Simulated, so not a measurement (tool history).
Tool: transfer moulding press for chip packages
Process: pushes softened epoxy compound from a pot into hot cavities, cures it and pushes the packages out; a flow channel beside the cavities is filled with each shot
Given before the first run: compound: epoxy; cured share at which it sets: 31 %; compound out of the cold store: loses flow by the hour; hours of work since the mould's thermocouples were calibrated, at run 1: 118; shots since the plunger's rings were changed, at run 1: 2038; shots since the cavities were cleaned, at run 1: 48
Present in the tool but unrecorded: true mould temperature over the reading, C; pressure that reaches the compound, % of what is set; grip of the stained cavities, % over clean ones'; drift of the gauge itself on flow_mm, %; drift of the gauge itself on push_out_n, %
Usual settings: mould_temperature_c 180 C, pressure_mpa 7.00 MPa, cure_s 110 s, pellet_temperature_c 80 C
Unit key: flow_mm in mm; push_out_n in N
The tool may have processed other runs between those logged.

run     day  mould_temperature_c  pressure_mpa  cure_s  pellet_temperature_c  hours of work since the mould's thermocouples were calibrated  shots since the plunger's rings were changed  shots since the cavities were cleaned  incoming compound's hours out of the cold store  flow_mm  push_out_n
  1   0.000                  180          7.00     110                    80                                                            118                                          2038                                     48                                             47.8      561         352
  2   0.512                  180          7.00     110                    80                                                            123                                          2134                                    144                                             15.8      600         369
  3   0.942                  180          7.00     110                    80                                                            128                                          2215                                    225                                             41.5      562         402
  4   1.179                  180          7.00      91                    80                                                            131                                          2260                                    270                                             17.0      602         563
  5   1.408                  180          7.00      91                    80                                                            133                                          2302                                    312                                             29.1      576         577
  6   1.800                  180          7.00      91                    80                                                            137                                          2376                                    386                                             13.1      598         609
  7   2.358                  180          7.00     121                    80                                                            143                                          2482                                    492                                             24.5      585         443
  8   2.675                  180          7.00     121                    80                                                            147                                          2541                                    551                                             46.6      547         443
  9   3.158                  180          7.00     110                    80                                                            152                                          2632                                    642                                             33.8      566         489
      3.533  -- cavities cleaned with cleaning compound and waxed
 10   3.700                  180          7.00     110                    80                                                            157                                          2722                                     32                                             37.6      564         343
 11   4.092                  180          7.00     110                    80                                                            162                                          2795                                    105                                              8.9      608         387
      4.438  -- plunger's sealing rings changed
 12   4.667                  180          7.00     110                    80                                                            167                                            43                                    194                                             18.9      610         400
 13   5.017                  180          7.00     110                    80                                                            170                                           109                                    260                                             28.1      604         407
 14   5.454                  180          7.00     110                    80                                                            175                                           191                                    342                                             27.1      604         434
 15   5.917                  180          7.20     119                    77                                                            180                                           279                                    430                                             41.1      594         424
 16   6.262                  185          7.00     126                    84                                                            184                                           343                                    494                                             37.7      574         430
 17   6.746                  178          5.33     110                    75                                                            189                                           435                                    586                                             30.7      525         527
 18   7.217                  178          5.33     110                    75                                                            194                                           523                                    674                                             22.6      531         534
      7.421  -- cavities cleaned with cleaning compound and waxed
 19   7.721                  182          7.00     146                    72                                                            199                                           606                                     56                                             28.8      591         306
 20   8.121                  182          7.00     146                    72                                                            204                                           681                                    131                                             17.3      615         345
 21   8.533                  186          8.44     145                    86                                                            208                                           759                                    209                                             16.8      659         359
 22   8.829                  186          8.44     145                    86                                                            211                                           815                                    265                                             35.8      628         360
 23   9.221                  180          7.00     110                    75                                                            215                                           888                                    338                                             16.8      612         436
 24   9.783                  175          7.00     110                    71                                                            222                                           994                                    444                                             25.2      613         600
 25  10.192                  180          8.07     130                    82                                                            226                                          1072                                    522                                             22.3      640         435
 26  10.738                  176          7.00     141                    80                                                            232                                          1174                                    624                                             20.0      617         444
 27  10.975                  176          7.00     141                    80                                                            235                                          1218                                    668                                             31.5      596         456
     11.242  -- cavities cleaned with cleaning compound and waxed
 28  11.296                  176          7.00     103                    87                                                            237                                          1268                                     11                                             15.4      618         466

Here are 3 independent what-if runs from the current tool condition. What would each one return?
  A  11.638                  173          7.00     110                    73                                                            241                                          1332                                     75                                             18.6        ?           ?
  B  11.638                  178          7.53     103                    87                                                            241                                          1332                                     75                                             19.3        ?           ?
  C  11.638                  181          7.00     108                    87                                                            241                                          1332                                     75                                             19.1        ?           ?

run  flow_mm  push_out_n
  A      622         547
  B      628         434
  C      600         382
Without the tool's unlogged condition, the same runs would have read:
run  flow_mm  push_out_n
  A      638         500
  B      644         396
  C      615         346

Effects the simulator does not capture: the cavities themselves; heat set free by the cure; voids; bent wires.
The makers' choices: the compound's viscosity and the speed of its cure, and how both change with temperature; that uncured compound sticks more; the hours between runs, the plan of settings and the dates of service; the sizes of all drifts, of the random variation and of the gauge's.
